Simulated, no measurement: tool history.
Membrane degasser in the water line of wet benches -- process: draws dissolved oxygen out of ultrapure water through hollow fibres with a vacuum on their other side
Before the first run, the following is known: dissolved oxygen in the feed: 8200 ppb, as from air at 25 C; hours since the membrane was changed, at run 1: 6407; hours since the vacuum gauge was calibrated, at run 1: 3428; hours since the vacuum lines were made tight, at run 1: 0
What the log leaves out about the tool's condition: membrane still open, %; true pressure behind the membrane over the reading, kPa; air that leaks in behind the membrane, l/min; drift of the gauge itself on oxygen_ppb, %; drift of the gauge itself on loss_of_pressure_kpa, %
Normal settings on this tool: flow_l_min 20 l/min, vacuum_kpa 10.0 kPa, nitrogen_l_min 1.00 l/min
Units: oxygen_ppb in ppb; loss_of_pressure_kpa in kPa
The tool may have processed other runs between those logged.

run,hour,flow_l_min,vacuum_kpa,nitrogen_l_min,hours since the membrane was changed,hours since the vacuum gauge was calibrated,hours since the vacuum lines were made tight,oxygen_ppb,loss_of_pressure_kpa
1,0.0,20,10.0,1.00,6407,3428,0,296.4,59.92
2,213.9,20,10.0,2.34,6621,3642,214,138.8,59.81
3,444.7,20,10.0,1.00,6852,3872,445,297.4,59.54
4,582.0,20,10.0,1.00,6989,4010,582,296.7,60.03
5,750.1,20,10.0,1.00,7157,4178,750,297.0,59.34
# hour 832.4: vacuum gauge calibrated
6,1002.7,20,21.7,1.00,7409,170,1002,761.3,59.41
7,1258.6,20,21.7,1.00,7665,426,1258,760.5,59.20
8,1516.2,20,16.0,1.00,7923,684,1516,538.1,59.36
9,1713.5,20,7.0,1.00,8120,881,1713,168.3,59.39
10,1963.0,20,7.0,1.00,8369,1131,1962,169.2,58.94
11,2081.3,17,10.0,1.00,8488,1249,2081,257.8,50.29
12,2282.2,20,10.0,1.00,8689,1450,2282,296.5,58.90
13,2506.4,20,10.0,1.00,8913,1674,2506,297.1,59.21
14,2676.5,13,10.0,1.00,9083,1844,2676,201.4,38.30
15,2807.9,13,10.0,1.00,9214,1975,2807,200.8,38.51
16,3029.6,13,10.0,1.00,9436,2197,3029,201.7,38.43
17,3153.6,27,10.0,0.64,9560,2321,3153,543.4,79.05
18,3286.6,20,10.0,0.49,9693,2454,3286,530.2,58.78
19,3497.8,20,7.0,0.87,9904,2665,3497,189.8,58.56
20,3694.8,20,6.2,1.12,10101,2862,3694,121.6,58.64
21,3842.7,24,16.8,2.15,10249,3010,3842,346.7,70.53
# hour 3970.8: membrane cartridge changed
22,3994.1,24,14.5,2.15,23,3158,3990,291.7,70.32
23,4164.9,24,8.7,1.49,194,3328,4160,202.6,70.48
24,4299.0,20,6.7,2.31,328,3463,4295,73.7,58.51
25,4428.8,27,17.0,2.31,458,3592,4424,365.6,78.89
26,4658.0,14,17.0,2.19,687,3822,4653,209.2,40.89
27,4895.4,14,21.4,0.80,925,4059,4891,671.3,40.97
# hour 5090.7: vacuum gauge calibrated
28,5160.9,20,10.0,2.63,1190,70,5156,124.8,58.23
29,5334.8,20,10.0,2.63,1364,244,5330,124.8,57.72
30,5497.9,20,10.0,2.63,1527,407,5493,125.3,57.79
# hour 5543.9: seals of the vacuum lines changed
31,5618.7,30,6.1,2.39,1645,526,75,93.3,86.78

Below, some changes in loss_of_pressure_kpa between adjacent runs. For each, the amount present without the hidden state too (settings, incoming material, random variation) and the amount remaining for the hidden state with gauge scatter not shared by both compared results:
Run 16 -> 17: flow_l_min 13 -> 27, nitrogen_l_min 1.00 -> 0.64. loss_of_pressure_kpa +40.62 kPa: hidden state -0.60, all else +41.22.
Run 25 -> 26: flow_l_min 27 -> 14, nitrogen_l_min 2.31 -> 2.19. loss_of_pressure_kpa -38.00 kPa: hidden state +0.81, all else -38.81.
Run 30 -> 31: flow_l_min 20 -> 30, vacuum_kpa 10.0 -> 6.1, nitrogen_l_min 2.63 -> 2.39, seals of the vacuum lines changed. loss_of_pressure_kpa +28.99 kPa: hidden state -0.86, all else +29.85.
